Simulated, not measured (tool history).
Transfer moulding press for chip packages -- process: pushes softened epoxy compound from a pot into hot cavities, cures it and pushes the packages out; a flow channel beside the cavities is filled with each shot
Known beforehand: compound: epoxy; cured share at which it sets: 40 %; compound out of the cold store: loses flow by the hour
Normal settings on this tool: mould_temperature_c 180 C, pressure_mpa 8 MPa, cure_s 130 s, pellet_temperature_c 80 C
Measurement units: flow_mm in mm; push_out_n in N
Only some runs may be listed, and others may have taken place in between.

run	day	mould_temperature_c	pressure_mpa	cure_s	pellet_temperature_c	incoming compound's hours out of the cold store	flow_mm	push_out_n
1	0	180	8	130	80	42.7	584	520
# day 0.338: cavities cleaned with cleaning compound and waxed
2	1.258	172	8	130	80	22.4	668	688
# day 2.292: plunger's sealing rings changed
3	2.542	172	8	130	80	9.5	786	824
4	3.796	180	8	130	80	28.9	685	516
5	4.967	180	8	130	76	19.4	710	561
# day 5.879: cavities cleaned with cleaning compound and waxed
6	6.346	180	8	130	76	48	620	413
7	7.208	180	8	130	76	37.6	650	458
8	8.338	180	8	130	76	40.3	636	494
9	9.242	180	8	130	76	46	625	516
10	9.883	180	8	130	76	26	684	529
# day 11.279: cavities cleaned with cleaning compound and waxed
11	11.412	180	8	130	76	29.5	661	383
12	12.4	185	8	130	76	40.4	614	398
13	13.125	185	6.14	130	82	9	619	434

Here are 5 independent what-if runs from the current tool condition. What would each one return?
A	13.838	185	6.14	130	80	26.4	?	?
B	13.838	187	6.14	148	82	9.5	?	?
C	13.838	179	6.14	120	79	16.3	?	?
D	13.838	185	9.94	130	87	15.1	?	?
E	13.838	182	6.53	115	80	14.9	?	?

run	flow_mm	push_out_n
A	573	467
B	616	441
C	620	600
D	767	450
E	630	556
Take away the tool's hidden state, keep each run's random variation, and the runs would have read:
run	flow_mm	push_out_n
A	598	333
B	642	316
C	646	428
D	799	320
E	657	398
